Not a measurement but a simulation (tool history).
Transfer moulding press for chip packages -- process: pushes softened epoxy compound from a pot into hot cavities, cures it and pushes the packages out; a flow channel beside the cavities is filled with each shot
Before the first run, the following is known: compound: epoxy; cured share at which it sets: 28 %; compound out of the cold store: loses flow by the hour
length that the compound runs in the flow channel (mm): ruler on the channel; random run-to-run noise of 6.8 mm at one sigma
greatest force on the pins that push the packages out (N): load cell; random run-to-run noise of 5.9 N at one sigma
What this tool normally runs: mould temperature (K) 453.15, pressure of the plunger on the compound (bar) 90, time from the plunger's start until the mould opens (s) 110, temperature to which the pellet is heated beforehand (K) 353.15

run	day	mould temperature (K)	pressure of the plunger on the compound (bar)	time from the plunger's start until the mould opens (s)	temperature to which the pellet is heated beforehand (K)	incoming compound's hours out of the cold store	length that the compound runs in the flow channel (mm)	greatest force on the pins that push the packages out (N)
1	0	453.15	90	110	353.15	25.1	801	295
# day 2.304: cavities cleaned with cleaning compound and waxed
2	3.888	453.15	90	110	353.15	44	718	290
# day 6.304: cavities cleaned with cleaning compound and waxed
3	6.367	453.15	90	110	353.15	16.5	798	229
4	8.117	453.15	90	110	353.15	38.2	708	297
5	9.862	453.15	90	110	353.15	26.3	750	362
# day 10.246: cavities cleaned with cleaning compound and waxed
6	11.983	453.15	90	110	353.15	14.7	768	321
# day 14.075: cavities cleaned with cleaning compound and waxed
7	14.075	453.15	90	110	353.15	12.5	783	225
8	16.817	453.15	90	110	352.15	37.6	667	338
# day 17.192: mould's thermocouples calibrated
# day 18.012: cavities cleaned with cleaning compound and waxed
# day 19.975: plunger's sealing rings changed
9	20.842	453.15	90	110	352.15	42.5	725	349
# day 21.892: cavities cleaned with cleaning compound and waxed
10	23.646	453.15	90	110	352.15	25.8	782	318
# day 25.696: cavities cleaned with cleaning compound and waxed
11	27.812	453.15	77.1	110	352.15	8.9	778	339
# day 29.588: cavities cleaned with cleaning compound and waxed
12	31.817	451.15	90	110	353.15	44.9	703	327
# day 32.8: mould's thermocouples calibrated, once more
# day 33.579: cavities cleaned with cleaning compound and waxed
13	34.112	451.15	90	110	353.15	36	716	271
14	36.162	453.15	71.7	110	351.15	31.1	652	349
# day 37.588: cavities cleaned with cleaning compound and waxed
15	38.979	453.15	90	110	360.15	46.6	664	298
# day 41.467: cavities cleaned with cleaning compound and waxed
16	41.546	456.15	90	110	353.15	46.6	640	223
# day 44.088: plunger's sealing rings changed
# day 45.408: cavities cleaned with cleaning compound and waxed
17	45.596	456.15	108.3	110	353.15	48	783	223
18	48.992	445.15	90	104	348.15	16.7	855	649
# day 49.404: cavities cleaned with cleaning compound and waxed
19	52.529	448.15	92.9	104	348.15	36.7	763	466
# day 53.225: cavities cleaned with cleaning compound and waxed
20	54.758	453.15	86.5	121	353.15	16.3	789	285
# day 57.029: cavities cleaned with cleaning compound and waxed
21	58.992	445.15	86.5	103	353.15	8.1	821	566
# day 60.875: cavities cleaned with cleaning compound and waxed
22	63.233	456.15	90	108	353.15	46	661	319
# day 64.742: cavities cleaned with cleaning compound and waxed
23	66.246	456.15	90	108	353.15	36.1	687	283
# day 68.225: plunger's sealing rings changed
# day 68.767: cavities cleaned with cleaning compound and waxed
24	70.679	456.15	90	108	353.15	23.7	795	303
# day 72.671: cavities cleaned with cleaning compound and waxed
25	72.783	451.15	103.1	118	350.15	46	782	221

Forecast each of these 4 alternatives for the next run:
# day 73.888: mould's thermocouples calibrated
A	75.896	453.15	69.9	110	356.15	14	?	?
# day 73.888: mould's thermocouples calibrated
B	75.896	451.15	77.2	96	352.15	30.8	?	?
# day 73.888: mould's thermocouples calibrated
C	75.896	453.15	90	110	347.15	37	?	?
# day 73.888: mould's thermocouples calibrated
D	75.896	449.15	90	140	353.15	44.9	?	?

run	length that the compound runs in the flow channel (mm)	greatest force on the pins that push the packages out (N)
A	735	398
B	717	499
C	744	376
D	725	334
With no hidden state in the tool, these same runs would have given:
run	length that the compound runs in the flow channel (mm)	greatest force on the pins that push the packages out (N)
A	763	239
B	744	296
C	773	224
D	752	201
